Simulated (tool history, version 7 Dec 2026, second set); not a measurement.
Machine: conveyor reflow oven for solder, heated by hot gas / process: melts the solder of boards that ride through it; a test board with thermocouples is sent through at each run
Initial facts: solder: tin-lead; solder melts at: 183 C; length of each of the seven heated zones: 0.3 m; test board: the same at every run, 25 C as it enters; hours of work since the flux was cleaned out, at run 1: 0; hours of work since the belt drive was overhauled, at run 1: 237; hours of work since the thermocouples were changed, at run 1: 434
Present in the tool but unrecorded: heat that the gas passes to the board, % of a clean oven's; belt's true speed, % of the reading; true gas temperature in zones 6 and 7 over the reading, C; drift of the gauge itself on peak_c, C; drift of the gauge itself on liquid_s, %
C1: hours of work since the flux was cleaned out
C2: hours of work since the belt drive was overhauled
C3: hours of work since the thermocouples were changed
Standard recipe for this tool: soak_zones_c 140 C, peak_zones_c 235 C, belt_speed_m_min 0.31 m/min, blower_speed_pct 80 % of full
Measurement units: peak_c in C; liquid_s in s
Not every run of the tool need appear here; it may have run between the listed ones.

Run 1, hour 0: usual settings; C1 0; C2 237; C3 434. Result: peak_c 223 C, liquid_s 95.5 s.
Run 2, hour 29.4: usual settings; C1 17; C2 254; C3 452. Result: peak_c 222.4 C, liquid_s 95.2 s.
Run 3, hour 60.3: usual settings; C1 36; C2 272; C3 470. Result: peak_c 223.3 C, liquid_s 96.5 s.
Run 4, hour 105.3: usual settings; C1 62; C2 299; C3 496. Result: peak_c 222.9 C, liquid_s 95.6 s.
Run 5, hour 136.1: usual settings; C1 80; C2 317; C3 514. Result: peak_c 223.1 C, liquid_s 95.6 s.
Run 6, hour 160.2: usual settings; C1 94; C2 331; C3 529. Result: peak_c 222.6 C, liquid_s 94.5 s.
Run 7, hour 182.4: usual settings; C1 107; C2 344; C3 542. Result: peak_c 222.8 C, liquid_s 96.5 s.
Run 8, hour 223: usual settings; C1 131; C2 368; C3 566. Result: peak_c 223.3 C, liquid_s 95.7 s.
Run 9, hour 272.8: usual settings; C1 161; C2 397; C3 595. Result: peak_c 223.2 C, liquid_s 95.4 s.
Run 10, hour 304.3: usual settings; C1 179; C2 416; C3 613. Result: peak_c 222.7 C, liquid_s 95.5 s.
Run 11, hour 332: usual settings; C1 196; C2 432; C3 630. Result: peak_c 223.3 C, liquid_s 95.4 s.
Run 12, hour 380.9: usual settings; C1 224; C2 461; C3 659. Result: peak_c 223 C, liquid_s 95.6 s.
Run 13, hour 430.5: usual settings; C1 254; C2 490; C3 688. Result: peak_c 222.6 C, liquid_s 95.2 s.
Run 14, hour 479.6: usual settings; C1 282; C2 519; C3 717. Result: peak_c 222.1 C, liquid_s 95.6 s.
Run 15, hour 515.7: usual settings; C1 304; C2 540; C3 738. Result: peak_c 222.3 C, liquid_s 94.9 s.
Run 16, hour 554: usual settings but peak_zones_c 227 C, belt_speed_m_min 0.368 m/min; C1 326; C2 563; C3 760. Result: peak_c 210.6 C, liquid_s 68.2 s.
Run 17, hour 583.5: usual settings but peak_zones_c 227 C, belt_speed_m_min 0.368 m/min; C1 344; C2 580; C3 778. Result: peak_c 210.8 C, liquid_s 67.5 s.
Run 18, hour 610.7: usual settings but soak_zones_c 153 C, peak_zones_c 229 C, belt_speed_m_min 0.254 m/min, blower_speed_pct 67 % of full; C1 360; C2 596; C3 794. Result: peak_c 221.8 C, liquid_s 125.7 s.
Run 19, hour 647.7: usual settings but soak_zones_c 135 C, peak_zones_c 249 C, belt_speed_m_min 0.254 m/min, blower_speed_pct 66 % of full; C1 381; C2 618; C3 816. Result: peak_c 238.7 C, liquid_s 128.5 s.
Run 20, hour 695.8: usual settings but soak_zones_c 142 C; C1 410; C2 646; C3 844. Result: peak_c 222.8 C, liquid_s 96.7 s.
At hour 715.8: flux residue cleaned out of gas plates and filters.
Run 21, hour 726.2: usual settings but soak_zones_c 142 C; C1 6; C2 661; C3 859. Result: peak_c 223.4 C, liquid_s 97.5 s.
Run 22, hour 750.5: usual settings but peak_zones_c 239 C, blower_speed_pct 67 % of full; C1 20; C2 676; C3 873. Result: peak_c 225.1 C, liquid_s 96.3 s.
Run 23, hour 795.3: usual settings but soak_zones_c 142 C, belt_speed_m_min 0.299 m/min; C1 47; C2 702; C3 900. Result: peak_c 223.5 C, liquid_s 100.7 s.
At hour 812.7: thermocouples of zones 6 and 7 changed.
Run 24, hour 839.8: usual settings but soak_zones_c 142 C, belt_speed_m_min 0.299 m/min; C1 72; C2 727; C3 16. Result: peak_c 224.5 C, liquid_s 101.3 s.
Run 25, hour 888: usual settings but peak_zones_c 232 C, belt_speed_m_min 0.333 m/min, blower_speed_pct 53 % of full; C1 100; C2 755; C3 44. Result: peak_c 213 C, liquid_s 76.5 s.
Run 26, hour 935.7: usual settings but peak_zones_c 232 C, belt_speed_m_min 0.333 m/min, blower_speed_pct 53 % of full; C1 128; C2 784; C3 72. Result: peak_c 213.9 C, liquid_s 77.1 s.
Run 27, hour 986.2: usual settings but peak_zones_c 232 C, belt_speed_m_min 0.333 m/min, blower_speed_pct 53 % of full; C1 158; C2 813; C3 102. Result: peak_c 213.5 C, liquid_s 76.9 s.
Run 28, hour 1011.9: usual settings but peak_zones_c 232 C, belt_speed_m_min 0.355 m/min, blower_speed_pct 60 % of full; C1 173; C2 828; C3 117. Result: peak_c 212.5 C, liquid_s 70.3 s.
Run 29, hour 1055.9: usual settings but soak_zones_c 125 C, peak_zones_c 236 C, belt_speed_m_min 0.284 m/min, blower_speed_pct 53 % of full; C1 199; C2 854; C3 143. Result: peak_c 219 C, liquid_s 90.6 s.
Run 30, hour 1106.9: usual settings but soak_zones_c 135 C, peak_zones_c 236 C, belt_speed_m_min 0.305 m/min, blower_speed_pct 61 % of full; C1 229; C2 884; C3 173. Result: peak_c 220.4 C, liquid_s 91 s.

Below are 3 alternative next runs, each starting from the tool's condition after run 30. Predict each:
Run A, hour 1151.2: usual settings but soak_zones_c 135 C, peak_zones_c 241 C, belt_speed_m_min 0.311 m/min, blower_speed_pct 79 % of full; C1 255; C2 910; C3 199. Result: peak_c ?, liquid_s ?.
Run B, hour 1151.2: usual settings but soak_zones_c 126 C, belt_speed_m_min 0.304 m/min; C1 255; C2 910; C3 199. Result: peak_c ?, liquid_s ?.
Run C, hour 1151.2: usual settings but peak_zones_c 241 C, belt_speed_m_min 0.342 m/min; C1 255; C2 910; C3 199. Result: peak_c ?, liquid_s ?.

run  peak_c  liquid_s
  A   226.8      96.1
  B   221.6      89.5
  C   225.3      87.9
The same runs, with their run-to-run variation unchanged, on a tool lacking any hidden condition would have given:
run  peak_c  liquid_s
  A   226.8      96.1
  B   221.6      89.5
  C   225.4      87.9
